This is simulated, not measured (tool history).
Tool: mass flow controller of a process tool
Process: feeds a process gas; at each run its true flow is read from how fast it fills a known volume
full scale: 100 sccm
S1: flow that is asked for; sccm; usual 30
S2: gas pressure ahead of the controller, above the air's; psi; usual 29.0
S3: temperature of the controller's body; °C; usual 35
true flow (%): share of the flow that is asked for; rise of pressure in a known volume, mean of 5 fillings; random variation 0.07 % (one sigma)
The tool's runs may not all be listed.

{"run": 1, "hour": 0.0, "S1": 30, "S2": 29.0, "S3": 35, "true flow (%)": 97.68}
{"run": 2, "hour": 207.5, "S1": 30, "S2": 29.0, "S3": 35, "true flow (%)": 97.78}
{"run": 3, "hour": 561.2, "S1": 30, "S2": 29.0, "S3": 35, "true flow (%)": 97.57}
{"run": 4, "hour": 843.1, "S1": 30, "S2": 29.0, "S3": 35, "true flow (%)": 97.59}
{"run": 5, "hour": 1237.6, "S1": 30, "S2": 29.0, "S3": 38, "true flow (%)": 97.46}
{"run": 6, "hour": 1593.1, "S1": 55, "S2": 29.0, "S3": 38, "true flow (%)": 99.19}
{"run": 7, "hour": 1952.6, "S1": 55, "S2": 29.0, "S3": 38, "true flow (%)": 99.14}
{"run": 8, "hour": 2173.1, "S1": 11, "S2": 29.0, "S3": 35, "true flow (%)": 92.84}
{"run": 9, "hour": 2475.6, "S1": 11, "S2": 29.0, "S3": 35, "true flow (%)": 92.84}
{"run": 10, "hour": 2879.3, "S1": 30, "S2": 29.0, "S3": 35, "true flow (%)": 97.62}
{"run": 11, "hour": 3159.0, "S1": 30, "S2": 29.0, "S3": 35, "true flow (%)": 97.69}
{"run": 12, "hour": 3518.8, "S1": 34, "S2": 29.0, "S3": 35, "true flow (%)": 98.1}
{"run": 13, "hour": 3798.6, "S1": 34, "S2": 29.0, "S3": 35, "true flow (%)": 98.27}
{"hour": 3940.5, "done": "controller exchanged for a calibrated one"}
{"run": 14, "hour": 4028.4, "S1": 30, "S2": 29.0, "S3": 35, "true flow (%)": 97.3}
{"run": 15, "hour": 4217.1, "S1": 24, "S2": 29.0, "S3": 35, "true flow (%)": 96.95}
{"run": 16, "hour": 4565.5, "S1": 24, "S2": 29.0, "S3": 28, "true flow (%)": 97.72}
{"run": 17, "hour": 4852.8, "S1": 24, "S2": 29.0, "S3": 28, "true flow (%)": 97.6}
{"run": 18, "hour": 5059.6, "S1": 24, "S2": 29.0, "S3": 28, "true flow (%)": 97.56}
{"run": 19, "hour": 5335.1, "S1": 30, "S2": 29.0, "S3": 21, "true flow (%)": 98.13}
{"run": 20, "hour": 5689.3, "S1": 30, "S2": 29.0, "S3": 21, "true flow (%)": 98.26}
{"run": 21, "hour": 5983.6, "S1": 30, "S2": 29.0, "S3": 21, "true flow (%)": 98.24}
{"run": 22, "hour": 6354.7, "S1": 30, "S2": 29.0, "S3": 21, "true flow (%)": 98.35}
{"run": 23, "hour": 6691.7, "S1": 30, "S2": 29.0, "S3": 21, "true flow (%)": 98.13}
{"run": 24, "hour": 7094.7, "S1": 30, "S2": 29.0, "S3": 21, "true flow (%)": 98.3}
{"run": 25, "hour": 7299.3, "S1": 42, "S2": 29.0, "S3": 33, "true flow (%)": 98.14}
{"run": 26, "hour": 7579.9, "S1": 42, "S2": 38.1, "S3": 33, "true flow (%)": 97.56}
{"hour": 7602.2, "done": "controller's zero set anew"}
{"run": 27, "hour": 7958.8, "S1": 63, "S2": 32.1, "S3": 28, "true flow (%)": 99.02}
{"run": 28, "hour": 8222.8, "S1": 63, "S2": 32.1, "S3": 28, "true flow (%)": 98.97}
{"run": 29, "hour": 8612.5, "S1": 12, "S2": 40.0, "S3": 39, "true flow (%)": 94.29}
{"run": 30, "hour": 8889.7, "S1": 29, "S2": 23.5, "S3": 39, "true flow (%)": 97.25}
{"hour": 9030.8, "done": "controller's zero set anew, once more"}
{"run": 31, "hour": 9102.0, "S1": 29, "S2": 23.5, "S3": 39, "true flow (%)": 98.32}
{"run": 32, "hour": 9327.1, "S1": 15, "S2": 29.0, "S3": 34, "true flow (%)": 97.82}
{"run": 33, "hour": 9660.9, "S1": 15, "S2": 29.0, "S3": 34, "true flow (%)": 97.84}
{"run": 34, "hour": 10020.6, "S1": 15, "S2": 29.0, "S3": 34, "true flow (%)": 97.78}
{"run": 35, "hour": 10338.2, "S1": 30, "S2": 28.3, "S3": 37, "true flow (%)": 98.34}
{"run": 36, "hour": 10634.0, "S1": 90, "S2": 23.6, "S3": 21, "true flow (%)": 101.43}
{"run": 37, "hour": 10880.1, "S1": 33, "S2": 29.0, "S3": 21, "true flow (%)": 99.43}
{"run": 38, "hour": 11173.9, "S1": 30, "S2": 29.0, "S3": 29, "true flow (%)": 98.72}
{"run": 39, "hour": 11573.1, "S1": 30, "S2": 24.1, "S3": 22, "true flow (%)": 99.59}
{"run": 40, "hour": 11928.8, "S1": 20, "S2": 20.7, "S3": 20, "true flow (%)": 99.1}
{"run": 41, "hour": 12098.8, "S1": 17, "S2": 29.6, "S3": 24, "true flow (%)": 98.19}
{"run": 42, "hour": 12490.8, "S1": 20, "S2": 37.0, "S3": 27, "true flow (%)": 97.84}
{"run": 43, "hour": 12756.1, "S1": 44, "S2": 21.6, "S3": 28, "true flow (%)": 99.93}
{"run": 44, "hour": 13138.2, "S1": 44, "S2": 21.6, "S3": 28, "true flow (%)": 99.97}
{"run": 45, "hour": 13408.9, "S1": 13, "S2": 29.0, "S3": 23, "true flow (%)": 97.36}
{"run": 46, "hour": 13618.4, "S1": 31, "S2": 29.0, "S3": 28, "true flow (%)": 98.97}
{"run": 47, "hour": 13825.7, "S1": 18, "S2": 36.0, "S3": 37, "true flow (%)": 96.91}

Forecast each of these 3 alternatives for the next run:
{"run": "A", "hour": 14085.6, "S1": 10, "S2": 31.6, "S3": 37, "true flow (%)": "?"}
{"run": "B", "hour": 14085.6, "S1": 30, "S2": 40.5, "S3": 35, "true flow (%)": "?"}
{"run": "C", "hour": 14085.6, "S1": 18, "S2": 36.0, "S3": 33, "true flow (%)": "?"}

run=A true_flow_(%)=95.35
run=B true_flow_(%)=98.02
run=C true_flow_(%)=97.15
Without the tool's hidden state the same runs would have given:
run=A true_flow_(%)=96.58
run=B true_flow_(%)=97.00
run=C true_flow_(%)=96.88
